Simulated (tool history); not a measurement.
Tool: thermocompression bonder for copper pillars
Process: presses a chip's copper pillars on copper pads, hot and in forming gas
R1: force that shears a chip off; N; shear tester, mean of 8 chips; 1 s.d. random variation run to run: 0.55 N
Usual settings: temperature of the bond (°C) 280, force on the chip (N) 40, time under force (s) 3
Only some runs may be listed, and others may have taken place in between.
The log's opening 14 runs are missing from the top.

run 15 day=24.321 | temperature_of_the_bond_(°C)=280 force_on_the_chip_(N)=40 time_under_force_(s)=3 | R1=36.6
run 16 day=26.408 | temperature_of_the_bond_(°C)=280 force_on_the_chip_(N)=34 time_under_force_(s)=3 | R1=32.5
run 17 day=28.175 | temperature_of_the_bond_(°C)=280 force_on_the_chip_(N)=34 time_under_force_(s)=3 | R1=32.6
run 18 day=30.367 | temperature_of_the_bond_(°C)=280 force_on_the_chip_(N)=40 time_under_force_(s)=7 | R1=48.7
run 19 day=32.2 | temperature_of_the_bond_(°C)=280 force_on_the_chip_(N)=40 time_under_force_(s)=7 | R1=48.6
run 20 day=33.688 | temperature_of_the_bond_(°C)=298 force_on_the_chip_(N)=40 time_under_force_(s)=3 | R1=43.9
run 21 day=35.383 | temperature_of_the_bond_(°C)=298 force_on_the_chip_(N)=55 time_under_force_(s)=4 | R1=55.1
run 22 day=36.683 | temperature_of_the_bond_(°C)=259 force_on_the_chip_(N)=51 time_under_force_(s)=3 | R1=34.7
run 23 day=38.95 | temperature_of_the_bond_(°C)=259 force_on_the_chip_(N)=51 time_under_force_(s)=3 | R1=33.1
run 24 day=40.829 | temperature_of_the_bond_(°C)=259 force_on_the_chip_(N)=51 time_under_force_(s)=3 | R1=33.7
run 25 day=42.292 | temperature_of_the_bond_(°C)=259 force_on_the_chip_(N)=51 time_under_force_(s)=3 | R1=33.7
run 26 day=44.129 | temperature_of_the_bond_(°C)=280 force_on_the_chip_(N)=42 time_under_force_(s)=2 | R1=33.8
run 27 day=45.896 | temperature_of_the_bond_(°C)=280 force_on_the_chip_(N)=42 time_under_force_(s)=2 | R1=33.7
run 28 day=47.638 | temperature_of_the_bond_(°C)=280 force_on_the_chip_(N)=42 time_under_force_(s)=2 | R1=33.2
run 29 day=48.588 | temperature_of_the_bond_(°C)=267 force_on_the_chip_(N)=55 time_under_force_(s)=7 | R1=51.4
run 30 day=49.958 | temperature_of_the_bond_(°C)=267 force_on_the_chip_(N)=55 time_under_force_(s)=7 | R1=51.7
-- day=50.5 heater calibrated with a thermocouple chip
run 31 day=51.938 | temperature_of_the_bond_(°C)=308 force_on_the_chip_(N)=40 time_under_force_(s)=3 | R1=42.7
run 32 day=53.312 | temperature_of_the_bond_(°C)=261 force_on_the_chip_(N)=53 time_under_force_(s)=8 | R1=44.4
run 33 day=54.354 | temperature_of_the_bond_(°C)=277 force_on_the_chip_(N)=28 time_under_force_(s)=4 | R1=29.2
-- day=54.688 forming gas filter changed
run 34 day=55.708 | temperature_of_the_bond_(°C)=290 force_on_the_chip_(N)=25 time_under_force_(s)=3 | R1=29.9
run 35 day=57.425 | temperature_of_the_bond_(°C)=290 force_on_the_chip_(N)=25 time_under_force_(s)=3 | R1=30.1
run 36 day=59.392 | temperature_of_the_bond_(°C)=280 force_on_the_chip_(N)=27 time_under_force_(s)=3 | R1=27.4
run 37 day=60.65 | temperature_of_the_bond_(°C)=280 force_on_the_chip_(N)=40 time_under_force_(s)=3 | R1=35.4
run 38 day=61.846 | temperature_of_the_bond_(°C)=281 force_on_the_chip_(N)=49 time_under_force_(s)=6 | R1=51.4
-- day=62.912 force cell calibrated
run 39 day=63.942 | temperature_of_the_bond_(°C)=267 force_on_the_chip_(N)=49 time_under_force_(s)=4 | R1=37.1

Forecast each of these 4 alternatives for the next run:
run A day=65.112 | temperature_of_the_bond_(°C)=302 force_on_the_chip_(N)=40 time_under_force_(s)=3 | R1=?
run B day=65.112 | temperature_of_the_bond_(°C)=308 force_on_the_chip_(N)=34 time_under_force_(s)=4 | R1=?
run C day=65.112 | temperature_of_the_bond_(°C)=309 force_on_the_chip_(N)=46 time_under_force_(s)=4 | R1=?
run D day=65.112 | temperature_of_the_bond_(°C)=290 force_on_the_chip_(N)=27 time_under_force_(s)=5 | R1=?

run=A R1=42.7
run=B R1=45.6
run=C R1=53.2
run=D R1=36.4
Stripped of hidden state, with their random variation kept, the same runs would have yielded:
run=A R1=41.8
run=B R1=44.7
run=C R1=52.4
run=D R1=35.4

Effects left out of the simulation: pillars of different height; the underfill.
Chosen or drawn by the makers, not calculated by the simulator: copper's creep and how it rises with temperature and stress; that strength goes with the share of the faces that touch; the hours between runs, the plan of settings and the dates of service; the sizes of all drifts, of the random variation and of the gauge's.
